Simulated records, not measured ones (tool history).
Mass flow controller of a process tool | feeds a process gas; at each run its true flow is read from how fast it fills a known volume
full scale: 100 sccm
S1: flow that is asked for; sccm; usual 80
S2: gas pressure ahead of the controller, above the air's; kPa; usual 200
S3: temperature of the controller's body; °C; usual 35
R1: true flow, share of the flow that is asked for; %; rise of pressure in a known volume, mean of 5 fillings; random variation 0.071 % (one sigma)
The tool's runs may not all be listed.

| run | hour | S1 | S2 | S3 | R1 |
|---|---|---|---|---|---|
| 1 | 0 | 80 | 200 | 35 | 100.29 |
| 2 | 63.2 | 80 | 200 | 35 | 100.36 |
| 3 | 129 | 80 | 200 | 20 | 99.58 |
| 4 | 178.6 | 80 | 150 | 35 | 100.02 |
| 5 | 231.9 | 80 | 200 | 35 | 100.42 |
| 6 | 274.7 | 80 | 200 | 35 | 100.54 |
| 7 | 355 | 80 | 200 | 35 | 100.38 |
| 8 | 451.1 | 80 | 183 | 20 | 99.45 |
| 9 | 543 | 80 | 183 | 20 | 99.46 |
| 10 | 612.7 | 44 | 183 | 24 | 99.52 |
| 11 | 703.7 | 30 | 183 | 26 | 99.45 |
| 12 | 786.8 | 30 | 183 | 26 | 99.41 |

4 ways to go on from here, each from the tool as it stands after run 12. What would each give?
| A | 836 | 80 | 233 | 31 | ? |
| B | 836 | 17 | 200 | 35 | ? |
| C | 836 | 80 | 240 | 35 | ? |
| D | 836 | 57 | 214 | 22 | ? |

| run | R1 |
|---|---|
| A | 100.43 |
| B | 100.09 |
| C | 100.66 |
| D | 99.65 |
Without the tool's hidden state the same runs would have given:
| run | R1 |
|---|---|
| A | 100.44 |
| B | 100.09 |
| C | 100.66 |
| D | 99.65 |
